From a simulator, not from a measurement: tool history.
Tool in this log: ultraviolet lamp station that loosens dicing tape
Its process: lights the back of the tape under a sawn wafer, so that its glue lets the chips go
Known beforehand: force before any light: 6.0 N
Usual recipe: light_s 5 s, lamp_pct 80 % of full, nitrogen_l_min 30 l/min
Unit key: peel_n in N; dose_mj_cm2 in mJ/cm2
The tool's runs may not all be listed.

run	hour	light_s	lamp_pct	nitrogen_l_min	peel_n	dose_mj_cm2
1	0	5	80	30	0.56	205
2	14.2	5	80	30	0.553	207
3	39	5	80	30	0.545	208
4	60.5	5	78	30	0.594	197
5	80.3	5	78	30	0.597	202
6	109.5	5	78	30	0.576	202
7	132.5	5	78	30	0.61	199
8	163.2	5	85	30	0.469	221
9	177.3	5	85	30	0.488	217
10	208.8	5	85	30	0.482	219
11	221.7	5	85	30	0.474	218
12	247.9	5	85	30	0.518	217
13	275.3	5	80	28	0.575	201
14	305.7	5	80	27	0.568	202
15	325.9	5	80	27	0.573	207
16	353.1	5	80	26	0.591	203
17	367.5	5	80	30	0.567	203
18	386.2	9	80	30	0.146	368
19	405.1	9	80	30	0.147	367
20	422.3	5	80	15	0.781	202
21	438.7	5	80	15	0.79	207
22	459.7	5	80	47	0.44	208
23	472.8	5	80	47	0.464	207
24	492	3	74	20	1.711	113
25	520.5	8	65	15	0.455	270
26	540.9	9	65	36	0.21	305
27	558.2	4	87	11	1.164	174
28	578.5	4	72	13	1.471	145
29	607.8	2	76	15	2.611	77
30	627.9	4	67	18	1.438	142
31	654.9	4	67	18	1.453	137
32	676.1	7	70	12	0.588	252
33	694.1	3	74	41	1.404	114
34	717.1	6	80	34	0.34	244
35	747.9	2	65	30	2.624	64
36	778.1	2	65	30	2.555	61
37	794.7	2	65	30	2.674	65
38	826.2	2	65	30	2.67	67
39	842	6	65	29	0.599	200
40	873.1	6	65	29	0.601	201
41	886.2	7	84	35	0.214	303
42	913.4	5	80	10	0.983	208

Taken out of this log: 1 entry between the listed runs. Where each belongs, and how the hidden state differs across it:
Runs 25 to 26: window cleaned of glue's vapour (hour 522.3)
  light that the window lets through, % of a clean one's: 99.9 -> 100
